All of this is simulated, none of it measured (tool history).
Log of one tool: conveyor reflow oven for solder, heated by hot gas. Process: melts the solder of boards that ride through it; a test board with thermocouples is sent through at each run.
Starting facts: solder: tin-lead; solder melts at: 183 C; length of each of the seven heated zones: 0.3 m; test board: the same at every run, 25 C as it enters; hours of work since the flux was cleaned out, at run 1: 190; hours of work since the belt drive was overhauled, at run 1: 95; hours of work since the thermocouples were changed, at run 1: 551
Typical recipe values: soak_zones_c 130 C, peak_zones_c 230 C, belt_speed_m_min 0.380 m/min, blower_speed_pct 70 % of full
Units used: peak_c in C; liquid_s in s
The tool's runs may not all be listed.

run	hour	soak_zones_c	peak_zones_c	belt_speed_m_min	blower_speed_pct	hours of work since the flux was cleaned out	hours of work since the belt drive was overhauled	hours of work since the thermocouples were changed	peak_c	liquid_s
1	0.0	130	230	0.380	70	190	95	551	213.2	62.4
2	6.5	130	230	0.405	70	194	98	554	210.6	56.0
3	13.7	130	230	0.395	70	197	102	558	211.7	58.3
4	21.0	130	230	0.395	70	201	106	562	211.6	58.0
5	29.5	130	230	0.395	70	206	111	566	210.8	58.2
6	34.3	130	230	0.380	51	208	113	569	208.3	55.2
7	40.3	130	230	0.380	70	211	116	572	212.7	62.6
8	50.0	130	230	0.380	70	216	121	577	213.0	62.7
# hour 54.5: belt drive overhauled, speed set with a stopwatch
9	59.2	130	230	0.380	70	219	2	580	212.5	62.1
10	66.2	130	230	0.316	70	223	6	584	218.5	84.1
11	71.0	121	230	0.316	70	225	9	586	217.2	78.5
12	79.4	121	230	0.316	53	230	13	591	213.7	74.0
13	88.6	130	230	0.380	70	235	18	595	212.8	61.9
14	93.4	130	230	0.380	70	237	20	598	212.3	62.3
15	103.3	130	230	0.380	70	242	26	603	211.9	62.7
# hour 110.8: belt drive overhauled, speed set with a stopwatch, once more
16	114.0	130	230	0.380	70	246	2	607	212.3	61.6
17	118.3	139	232	0.351	83	248	4	609	220.2	81.0
18	125.6	130	231	0.444	70	252	8	613	207.1	46.3
19	131.2	130	221	0.380	87	255	11	616	207.3	57.5
20	139.4	127	221	0.380	87	259	15	620	206.8	55.3
21	147.8	130	219	0.380	70	264	19	624	203.2	50.8
22	151.8	130	234	0.364	53	266	22	627	213.4	64.7
23	155.9	142	234	0.364	71	268	24	629	219.0	78.3
24	164.3	125	244	0.364	71	272	28	633	225.7	75.3
25	172.6	130	230	0.337	63	277	33	638	214.9	74.6
26	179.9	128	230	0.337	63	281	36	641	214.6	73.1
27	188.7	116	242	0.337	86	285	41	646	227.2	81.6
28	193.7	116	242	0.337	64	288	44	649	222.8	76.9
29	201.5	116	223	0.425	64	292	48	653	197.4	30.5
30	208.7	116	223	0.425	64	296	52	657	197.8	31.1

Expected results for the next run?
31	212.9	122	236	0.319	59	298	54	659	?	?

Run 31 gave peak_c 219.8 C, liquid_s 80.3 s.
Without the tool's hidden state the same run would have given peak_c 220.5 C, liquid_s 81.8 s.

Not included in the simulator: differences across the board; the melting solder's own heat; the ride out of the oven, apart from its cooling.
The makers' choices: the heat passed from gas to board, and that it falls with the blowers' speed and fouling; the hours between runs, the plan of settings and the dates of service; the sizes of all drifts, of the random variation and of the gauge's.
